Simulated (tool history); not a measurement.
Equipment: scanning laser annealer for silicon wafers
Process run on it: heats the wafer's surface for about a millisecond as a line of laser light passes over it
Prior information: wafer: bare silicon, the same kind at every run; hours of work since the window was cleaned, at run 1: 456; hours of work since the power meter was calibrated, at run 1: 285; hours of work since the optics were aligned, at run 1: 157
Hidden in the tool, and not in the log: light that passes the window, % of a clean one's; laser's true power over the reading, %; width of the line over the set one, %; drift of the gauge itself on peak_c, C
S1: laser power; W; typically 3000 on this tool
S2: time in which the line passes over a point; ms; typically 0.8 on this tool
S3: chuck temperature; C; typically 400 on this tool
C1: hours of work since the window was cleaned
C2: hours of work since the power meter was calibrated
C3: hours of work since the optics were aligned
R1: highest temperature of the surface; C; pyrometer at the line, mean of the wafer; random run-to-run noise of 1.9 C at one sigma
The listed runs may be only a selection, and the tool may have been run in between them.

run 1 day=0 | S1=3000 S2=0.8 S3=400 | C1=456 C2=285 C3=157 | R1=1138
run 2 day=0.554 | S1=3000 S2=0.8 S3=400 | C1=462 C2=292 C3=163 | R1=1138
run 3 day=1.033 | S1=3000 S2=0.8 S3=400 | C1=468 C2=297 C3=169 | R1=1134
run 4 day=1.729 | S1=3000 S2=0.8 S3=400 | C1=476 C2=306 C3=177 | R1=1138
run 5 day=2.729 | S1=3000 S2=0.8 S3=400 | C1=488 C2=317 C3=189 | R1=1135
run 6 day=3.475 | S1=3000 S2=0.8 S3=400 | C1=497 C2=326 C3=198 | R1=1138
run 7 day=4.246 | S1=3000 S2=0.8 S3=400 | C1=506 C2=335 C3=207 | R1=1136
run 8 day=5.142 | S1=3000 S2=0.777 S3=400 | C1=517 C2=346 C3=218 | R1=1122
run 9 day=6.158 | S1=2645 S2=0.624 S3=365 | C1=529 C2=358 C3=230 | R1=925
run 10 day=6.771 | S1=2778 S2=0.8 S3=400 | C1=536 C2=365 C3=237 | R1=1081
run 11 day=7.229 | S1=2778 S2=0.8 S3=400 | C1=542 C2=371 C3=242 | R1=1082
run 12 day=8.079 | S1=2930 S2=0.665 S3=400 | C1=552 C2=381 C3=252 | R1=1043
run 13 day=8.85 | S1=2839 S2=0.796 S3=402 | C1=561 C2=390 C3=262 | R1=1096
run 14 day=9.812 | S1=2831 S2=0.678 S3=400 | C1=572 C2=401 C3=273 | R1=1024
run 15 day=10.496 | S1=2831 S2=0.678 S3=400 | C1=580 C2=409 C3=281 | R1=1025
run 16 day=11.488 | S1=2849 S2=0.72 S3=385 | C1=592 C2=421 C3=293 | R1=1037

Below are 3 alternative next runs, each starting from the tool's condition after run 16. Predict each:
run A day=11.938 | S1=3159 S2=0.759 S3=384 | C1=597 C2=427 C3=298 | R1=?
run B day=11.938 | S1=2749 S2=0.72 S3=426 | C1=597 C2=427 C3=298 | R1=?
run C day=11.938 | S1=2849 S2=0.686 S3=385 | C1=597 C2=427 C3=298 | R1=?

run=A R1=1126
run=B R1=1056
run=C R1=1018
Without the tool's unlogged condition, the same runs would have read:
run=A R1=1167
run=B R1=1092
run=C R1=1054
